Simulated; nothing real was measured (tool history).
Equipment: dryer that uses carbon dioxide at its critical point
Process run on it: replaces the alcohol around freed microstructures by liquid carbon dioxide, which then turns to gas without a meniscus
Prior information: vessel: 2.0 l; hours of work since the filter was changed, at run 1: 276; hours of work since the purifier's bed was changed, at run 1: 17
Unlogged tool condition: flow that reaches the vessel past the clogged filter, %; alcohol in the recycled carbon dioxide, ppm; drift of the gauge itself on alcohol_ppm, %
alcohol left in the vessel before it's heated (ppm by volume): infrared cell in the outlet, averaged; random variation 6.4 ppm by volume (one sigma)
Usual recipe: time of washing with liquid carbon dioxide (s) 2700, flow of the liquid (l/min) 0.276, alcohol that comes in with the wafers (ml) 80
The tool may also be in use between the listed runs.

run,hour,time of washing with liquid carbon dioxide (s),flow of the liquid (l/min),alcohol that comes in with the wafers (ml),hours of work since the filter was changed,hours of work since the purifier's bed was changed,alcohol left in the vessel before it's heated (ppm by volume)
1,0.0,2700,0.276,80,276,17,361
2,20.1,2700,0.276,80,283,24,371
3,37.2,2700,0.276,80,290,31,359
4,53.2,2700,0.276,26,296,37,127
5,70.7,2700,0.276,26,303,44,121
6,87.7,3720,0.276,80,310,51,77
7,123.8,3720,0.276,80,324,65,82
8,143.4,3720,0.276,80,332,73,76
9,167.5,2700,0.276,80,341,82,389
10,186.4,2700,0.276,80,349,90,393
11,209.4,2700,0.276,80,358,99,415
# hour 234.2: inlet filter changed
12,240.1,2700,0.276,80,2,110,271
13,266.0,2700,0.276,35,12,120,135
14,288.2,2520,0.276,40,21,129,205
15,311.4,2340,0.276,62,30,138,441
16,336.1,2340,0.276,62,40,148,442
17,352.3,2400,0.252,45,46,154,419
18,384.0,2400,0.252,45,59,167,428
19,404.0,4200,0.176,95,66,174,406
20,425.9,2700,0.305,33,75,183,80
21,442.3,2700,0.402,91,81,189,48
22,474.2,3180,0.203,50,94,202,409
23,495.3,3180,0.203,50,102,210,413

Run 24 has not been measured yet. What should we expect?
24,514.1,2700,0.205,64,110,217,?

alcohol left in the vessel before it's heated (ppm by volume): 947
With the hidden condition absent and the run-to-run variation left alone, this run would have shown alcohol left in the vessel before it's heated (ppm by volume) 848.
